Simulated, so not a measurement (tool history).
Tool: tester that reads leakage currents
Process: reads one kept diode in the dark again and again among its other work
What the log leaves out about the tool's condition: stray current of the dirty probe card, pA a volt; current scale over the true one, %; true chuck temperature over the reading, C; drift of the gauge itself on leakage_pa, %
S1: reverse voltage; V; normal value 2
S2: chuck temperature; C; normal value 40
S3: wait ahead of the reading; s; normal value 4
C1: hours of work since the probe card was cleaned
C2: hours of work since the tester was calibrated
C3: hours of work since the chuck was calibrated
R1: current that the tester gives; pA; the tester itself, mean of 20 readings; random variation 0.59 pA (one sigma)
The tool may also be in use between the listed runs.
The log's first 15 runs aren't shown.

-- hour=2330.4 tester calibrated
run 16 hour=2339.2 | S1=4.56 S2=40 S3=4 | C1=1040 C2=5 C3=1595 | R1=301.55
run 17 hour=2557.5 | S1=2 S2=40 S3=4 | C1=1163 C2=128 C3=1718 | R1=198.23
-- hour=2773.4 chuck's temperature calibrated
run 18 hour=2789.1 | S1=2 S2=32 S3=4 | C1=1293 C2=258 C3=9 | R1=102.4
run 19 hour=2947.7 | S1=2 S2=32 S3=4 | C1=1383 C2=347 C3=98 | R1=103.19
run 20 hour=3149.1 | S1=2 S2=32 S3=4 | C1=1496 C2=461 C3=212 | R1=103.17
run 21 hour=3292.4 | S1=1.66 S2=24 S3=1.71 | C1=1577 C2=542 C3=293 | R1=47.36
run 22 hour=3501.7 | S1=15.51 S2=27 S3=1.71 | C1=1695 C2=660 C3=411 | R1=195.39
run 23 hour=3713.4 | S1=3.03 S2=36 S3=2.92 | C1=1815 C2=780 C3=531 | R1=178.32
run 24 hour=3930.2 | S1=13.45 S2=25 S3=9.06 | C1=1937 C2=902 C3=653 | R1=150.81
-- hour=4009.7 probe card cleaned and baked
run 25 hour=4085.3 | S1=13.45 S2=25 S3=9.06 | C1=43 C2=988 C3=739 | R1=150.55
run 26 hour=4245.6 | S1=13.45 S2=25 S3=9.06 | C1=133 C2=1078 C3=829 | R1=151.17
run 27 hour=4378.8 | S1=2 S2=35 S3=2.22 | C1=208 C2=1153 C3=904 | R1=133.18
run 28 hour=4521.6 | S1=2.54 S2=53 S3=3.34 | C1=289 C2=1234 C3=985 | R1=598.57
run 29 hour=4682.9 | S1=19.87 S2=40 S3=4 | C1=380 C2=1325 C3=1076 | R1=640.88
run 30 hour=4876.9 | S1=13.69 S2=41 S3=4 | C1=490 C2=1435 C3=1186 | R1=572.82
run 31 hour=5054.2 | S1=13.69 S2=35 S3=4 | C1=590 C2=1535 C3=1286 | R1=356.32
run 32 hour=5284 | S1=13.69 S2=35 S3=4 | C1=719 C2=1664 C3=1415 | R1=354.09
run 33 hour=5428.3 | S1=13.69 S2=35 S3=4 | C1=801 C2=1746 C3=1497 | R1=352.98
run 34 hour=5642.9 | S1=12.61 S2=37 S3=2.99 | C1=922 C2=1867 C3=1618 | R1=398.57
run 35 hour=5797 | S1=12.61 S2=37 S3=2.99 | C1=1009 C2=1954 C3=1705 | R1=400.48

Estimate the outcome of run 36 from the log above:
run 36 hour=5965.7 | S1=13.11 S2=40 S3=0.64 | C1=1104 C2=2049 C3=1800 | R1=?

{"run 36": {"R1": 525.58}}
The same run, on a tool lacking any hidden state, would have yielded R1 525.2 pA.

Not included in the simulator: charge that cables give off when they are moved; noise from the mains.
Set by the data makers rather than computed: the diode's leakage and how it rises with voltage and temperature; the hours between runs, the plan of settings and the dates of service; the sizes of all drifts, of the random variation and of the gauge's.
